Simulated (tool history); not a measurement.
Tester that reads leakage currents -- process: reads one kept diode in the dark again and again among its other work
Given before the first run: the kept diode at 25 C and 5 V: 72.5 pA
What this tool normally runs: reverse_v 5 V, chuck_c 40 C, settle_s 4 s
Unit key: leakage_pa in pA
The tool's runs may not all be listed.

Run 1, hour 0: usual settings. Result: leakage_pa 304.65 pA.
Run 2, hour 35: usual settings. Result: leakage_pa 306.81 pA.
Run 3, hour 52.2: usual settings. Result: leakage_pa 306.09 pA.
Run 4, hour 73.4: usual settings. Result: leakage_pa 307.47 pA.
Run 5, hour 93.3: usual settings. Result: leakage_pa 306.43 pA.
Run 6, hour 126.7: usual settings. Result: leakage_pa 307.95 pA.
Run 7, hour 143.8: usual settings. Result: leakage_pa 308.06 pA.
Run 8, hour 171.7: usual settings. Result: leakage_pa 307.57 pA.
Run 9, hour 203.7: usual settings. Result: leakage_pa 308.7 pA.
Run 10, hour 239: usual settings. Result: leakage_pa 308.42 pA.
Run 11, hour 265: usual settings but settle_s 0.36 s. Result: leakage_pa 313.47 pA.
Run 12, hour 293: usual settings but reverse_v 5.22 V. Result: leakage_pa 315.97 pA.
Run 13, hour 322.9: usual settings but reverse_v 5.22 V. Result: leakage_pa 317.15 pA.
Run 14, hour 357: usual settings but chuck_c 24 C. Result: leakage_pa 76.21 pA.
Run 15, hour 375.5: usual settings but chuck_c 24 C. Result: leakage_pa 76.65 pA.
Run 16, hour 406.8: usual settings but chuck_c 24 C. Result: leakage_pa 76.64 pA.
Run 17, hour 436.8: usual settings but chuck_c 24 C. Result: leakage_pa 76.71 pA.
Run 18, hour 455.8: usual settings but chuck_c 24 C. Result: leakage_pa 76.94 pA.
Run 19, hour 482.3: usual settings. Result: leakage_pa 315.57 pA.
Run 20, hour 497.4: usual settings but settle_s 1.15 s. Result: leakage_pa 314.9 pA.
Run 21, hour 530.9: usual settings but settle_s 1.15 s. Result: leakage_pa 316.53 pA.
Run 22, hour 555.9: usual settings but settle_s 3.57 s. Result: leakage_pa 315.21 pA.
Run 23, hour 579.5: usual settings but chuck_c 27 C, settle_s 5.43 s. Result: leakage_pa 101.7 pA.
Run 24, hour 594.1: usual settings but reverse_v 8.34 V, chuck_c 25 C, settle_s 0.44 s. Result: leakage_pa 117.05 pA.
Run 25, hour 608.7: usual settings but reverse_v 8.34 V, chuck_c 56 C, settle_s 0.97 s. Result: leakage_pa 1511.98 pA.
Run 26, hour 644.3: usual settings but reverse_v 1.86 V, chuck_c 56 C, settle_s 0.97 s. Result: leakage_pa 703.35 pA.
Run 27, hour 659.7: usual settings but chuck_c 46 C, settle_s 0.52 s. Result: leakage_pa 528.67 pA.
Run 28, hour 679.5: usual settings but reverse_v 1.78 V, chuck_c 21 C, settle_s 0.42 s. Result: leakage_pa 35.23 pA.
Run 29, hour 714.6: usual settings but reverse_v 10.78 V, chuck_c 52 C, settle_s 2.98 s. Result: leakage_pa 1264.13 pA.
Run 30, hour 734: usual settings but reverse_v 10.78 V, chuck_c 52 C, settle_s 2.98 s. Result: leakage_pa 1270.9 pA.
Run 31, hour 763.3: usual settings but reverse_v 3.99 V, chuck_c 31 C, settle_s 0.65 s. Result: leakage_pa 132.47 pA.
At hour 791.2: chuck's temperature calibrated.
Run 32, hour 791.2: usual settings but reverse_v 11.88 V, chuck_c 21 C, settle_s 8.05 s. Result: leakage_pa 86.05 pA.
Run 33, hour 813.8: usual settings but reverse_v 1.28 V, chuck_c 21 C, settle_s 8.05 s. Result: leakage_pa 25.08 pA.
Run 34, hour 837.2: usual settings but chuck_c 45 C, settle_s 2.38 s. Result: leakage_pa 429.96 pA.
Run 35, hour 852.4: usual settings but chuck_c 45 C, settle_s 2.38 s. Result: leakage_pa 431.11 pA.
Run 36, hour 888.4: usual settings but chuck_c 47 C, settle_s 3.04 s. Result: leakage_pa 508.07 pA.
Run 37, hour 918.8: usual settings but chuck_c 47 C, settle_s 3.04 s. Result: leakage_pa 510.95 pA.
Run 38, hour 945.7: usual settings but reverse_v 9.67 V, chuck_c 22 C, settle_s 3.53 s. Result: leakage_pa 85.24 pA.
Run 39, hour 963.5: usual settings but reverse_v 9.67 V, chuck_c 22 C, settle_s 3.53 s. Result: leakage_pa 85.39 pA.

What would each run have given without the hidden state, its run-to-run variation left as it was?
What the log doesn't record here: stray current of the dirty probe card, pA a volt; current scale over the true one, %; true chuck temperature over the reading, C; drift of the gauge itself on leakage_pa, %.
run  leakage_pa
  1      284.14
  2      285.58
  3      284.58
  4      285.49
  5      284.09
  6      284.88
  7      284.65
  8      283.68
  9      284.15
 10       283.2
 11      287.68
 12      289.04
 13      289.54
 14       66.36
 15       66.63
 16        66.4
 17       66.28
 18       66.34
 19      285.07
 20      284.26
 21      285.12
 22      283.31
 23       87.96
 24       99.58
 25     1380.18
 26       642.3
 27      476.73
 28       30.12
 29     1141.29
 30     1146.13
 31      115.26
 32       77.09
 33        24.5
 34       434.9
 35      435.66
 36      513.18
 37      515.08
 38       76.73
 39       76.71

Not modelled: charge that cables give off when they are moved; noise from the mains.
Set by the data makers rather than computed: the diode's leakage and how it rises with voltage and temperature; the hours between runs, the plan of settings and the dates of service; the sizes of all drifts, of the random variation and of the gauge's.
